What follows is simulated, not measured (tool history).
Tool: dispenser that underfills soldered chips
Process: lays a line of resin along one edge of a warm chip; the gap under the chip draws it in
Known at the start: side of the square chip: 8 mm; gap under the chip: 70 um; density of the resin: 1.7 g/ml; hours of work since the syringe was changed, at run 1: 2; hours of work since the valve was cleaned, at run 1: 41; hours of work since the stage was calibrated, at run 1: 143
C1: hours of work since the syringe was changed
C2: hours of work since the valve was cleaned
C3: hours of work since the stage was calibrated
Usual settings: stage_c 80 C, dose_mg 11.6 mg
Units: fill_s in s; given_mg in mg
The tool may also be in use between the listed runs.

run 1 hour=0.0 | stage_c=80 dose_mg=11.6 | C1=2 C2=41 C3=143 | fill_s=19.5 given_mg=11.43
-- hour=11.1 new syringe of resin
run 2 hour=14.7 | stage_c=80 dose_mg=11.6 | C1=2 C2=50 C3=153 | fill_s=20.1 given_mg=11.40
run 3 hour=22.9 | stage_c=80 dose_mg=11.6 | C1=8 C2=56 C3=158 | fill_s=29.2 given_mg=11.40
-- hour=25.2 new syringe of resin
run 4 hour=34.5 | stage_c=73 dose_mg=11.6 | C1=6 C2=63 C3=165 | fill_s=38.0 given_mg=11.33
-- hour=39.0 new syringe of resin
run 5 hour=45.9 | stage_c=91 dose_mg=11.6 | C1=5 C2=71 C3=173 | fill_s=13.6 given_mg=11.35
-- hour=52.6 new syringe of resin
run 6 hour=56.2 | stage_c=80 dose_mg=11.6 | C1=2 C2=77 C3=179 | fill_s=19.8 given_mg=11.31
run 7 hour=64.7 | stage_c=80 dose_mg=11.6 | C1=8 C2=83 C3=185 | fill_s=30.4 given_mg=11.27
-- hour=66.4 new syringe of resin
run 8 hour=75.7 | stage_c=80 dose_mg=12.4 | C1=6 C2=90 C3=192 | fill_s=25.8 given_mg=12.04
-- hour=80.8 new syringe of resin
run 9 hour=82.9 | stage_c=80 dose_mg=9.9 | C1=1 C2=94 C3=196 | fill_s=19.6 given_mg=9.58
-- hour=90.2 dispensing valve cleaned and set on the balance
-- hour=95.6 new syringe of resin
run 10 hour=95.6 | stage_c=77 dose_mg=9.9 | C1=0 C2=3 C3=204 | fill_s=21.2 given_mg=9.88
-- hour=109.6 new syringe of resin
run 11 hour=110.0 | stage_c=77 dose_mg=9.9 | C1=0 C2=13 C3=213 | fill_s=20.4 given_mg=9.87
run 12 hour=117.9 | stage_c=77 dose_mg=9.9 | C1=5 C2=18 C3=218 | fill_s=29.2 given_mg=9.87
-- hour=123.9 new syringe of resin
run 13 hour=127.4 | stage_c=79 dose_mg=11.6 | C1=2 C2=24 C3=224 | fill_s=20.4 given_mg=11.51
-- hour=137.7 new syringe of resin
run 14 hour=140.0 | stage_c=80 dose_mg=13.3 | C1=1 C2=32 C3=233 | fill_s=18.8 given_mg=13.23
run 15 hour=149.1 | stage_c=80 dose_mg=14.5 | C1=7 C2=38 C3=239 | fill_s=28.2 given_mg=14.33
-- hour=151.6 new syringe of resin
run 16 hour=162.4 | stage_c=92 dose_mg=11.6 | C1=7 C2=47 C3=247 | fill_s=15.7 given_mg=11.47
-- hour=165.4 new syringe of resin
run 17 hour=173.3 | stage_c=94 dose_mg=11.6 | C1=5 C2=53 C3=254 | fill_s=12.7 given_mg=11.44
-- hour=179.6 new syringe of resin
run 18 hour=185.0 | stage_c=94 dose_mg=11.6 | C1=4 C2=61 C3=262 | fill_s=11.0 given_mg=11.36
run 19 hour=192.9 | stage_c=94 dose_mg=11.6 | C1=9 C2=66 C3=267 | fill_s=16.6 given_mg=11.33
-- hour=194.2 new syringe of resin
run 20 hour=202.2 | stage_c=94 dose_mg=11.6 | C1=5 C2=72 C3=273 | fill_s=12.3 given_mg=11.36
-- hour=208.2 new syringe of resin
run 21 hour=210.7 | stage_c=91 dose_mg=11.6 | C1=2 C2=77 C3=278 | fill_s=11.2 given_mg=11.33
-- hour=221.8 new syringe of resin
run 22 hour=223.5 | stage_c=91 dose_mg=11.6 | C1=1 C2=86 C3=286 | fill_s=10.4 given_mg=11.29
run 23 hour=234.8 | stage_c=91 dose_mg=11.6 | C1=9 C2=93 C3=294 | fill_s=18.8 given_mg=11.27
-- hour=236.1 new syringe of resin
-- hour=243.8 dispensing valve cleaned and set on the balance
run 24 hour=245.8 | stage_c=81 dose_mg=11.1 | C1=6 C2=1 C3=300 | fill_s=25.7 given_mg=11.09
-- hour=251.2 new syringe of resin
run 25 hour=258.8 | stage_c=68 dose_mg=11.9 | C1=5 C2=10 C3=308 | fill_s=47.3 given_mg=11.84
-- hour=265.0 new syringe of resin
run 26 hour=271.3 | stage_c=72 dose_mg=11.6 | C1=4 C2=18 C3=316 | fill_s=35.2 given_mg=11.53
-- hour=279.2 new syringe of resin
run 27 hour=279.4 | stage_c=70 dose_mg=11.4 | C1=0 C2=23 C3=322 | fill_s=28.1 given_mg=11.29
run 28 hour=289.0 | stage_c=85 dose_mg=12.9 | C1=6 C2=29 C3=328 | fill_s=20.4 given_mg=12.82
-- hour=293.5 new syringe of resin
run 29 hour=300.8 | stage_c=85 dose_mg=12.9 | C1=5 C2=37 C3=335 | fill_s=18.6 given_mg=12.73
-- hour=307.5 new syringe of resin
run 30 hour=312.3 | stage_c=76 dose_mg=13.6 | C1=3 C2=44 C3=343 | fill_s=26.3 given_mg=13.45
-- hour=321.7 new syringe of resin
run 31 hour=326.3 | stage_c=79 dose_mg=12.0 | C1=3 C2=53 C3=352 | fill_s=23.3 given_mg=11.76
run 32 hour=334.0 | stage_c=91 dose_mg=12.3 | C1=8 C2=58 C3=357 | fill_s=17.9 given_mg=12.06
-- hour=336.0 new syringe of resin
run 33 hour=346.1 | stage_c=80 dose_mg=14.1 | C1=7 C2=66 C3=365 | fill_s=27.7 given_mg=13.82
-- hour=350.3 new syringe of resin
run 34 hour=353.4 | stage_c=83 dose_mg=12.4 | C1=2 C2=70 C3=369 | fill_s=17.0 given_mg=12.13
-- hour=364.5 new syringe of resin
run 35 hour=364.6 | stage_c=65 dose_mg=12.5 | C1=0 C2=78 C3=376 | fill_s=37.6 given_mg=12.18

Measured less the same run without the tool's hidden state. The same run-to-run variation is in both; the gauge's scatter may not be:
The hidden state here: resin's viscosity, % of fresh resin's; dose that the valve gives, % of what is set; true chip temperature over the reading, C; drift of the gauge itself on fill_s, %; drift of the gauge itself on given_mg, %.
run=1 fill_s=+2.8 given_mg=-0.16
run=2 fill_s=+3.4 given_mg=-0.19
run=3 fill_s=+12.7 given_mg=-0.22
run=4 fill_s=+14.0 given_mg=-0.25
run=5 fill_s=+3.9 given_mg=-0.27
run=6 fill_s=+3.8 given_mg=-0.29
run=7 fill_s=+13.9 given_mg=-0.31
run=8 fill_s=+9.6 given_mg=-0.36
run=9 fill_s=+2.5 given_mg=-0.30
run=10 fill_s=+0.9 given_mg=+0.00
run=11 fill_s=+0.8 given_mg=-0.03
run=12 fill_s=+9.9 given_mg=-0.04
run=13 fill_s=+3.6 given_mg=-0.07
run=14 fill_s=+2.3 given_mg=-0.12
run=15 fill_s=+12.2 given_mg=-0.16
run=16 fill_s=+6.4 given_mg=-0.16
run=17 fill_s=+4.1 given_mg=-0.19
run=18 fill_s=+2.8 given_mg=-0.22
run=19 fill_s=+8.0 given_mg=-0.24
run=20 fill_s=+4.2 given_mg=-0.25
run=21 fill_s=+1.7 given_mg=-0.28
run=22 fill_s=+1.2 given_mg=-0.31
run=23 fill_s=+8.9 given_mg=-0.32
run=24 fill_s=+9.4 given_mg=-0.01
run=25 fill_s=+16.5 given_mg=-0.04
run=26 fill_s=+10.5 given_mg=-0.06
run=27 fill_s=+0.8 given_mg=-0.09
run=28 fill_s=+7.8 given_mg=-0.13
run=29 fill_s=+5.9 given_mg=-0.15
run=30 fill_s=+6.2 given_mg=-0.20
run=31 fill_s=+5.6 given_mg=-0.21
run=32 fill_s=+8.6 given_mg=-0.23
run=33 fill_s=+11.6 given_mg=-0.30
run=34 fill_s=+3.2 given_mg=-0.27
run=35 fill_s=+2.4 given_mg=-0.31
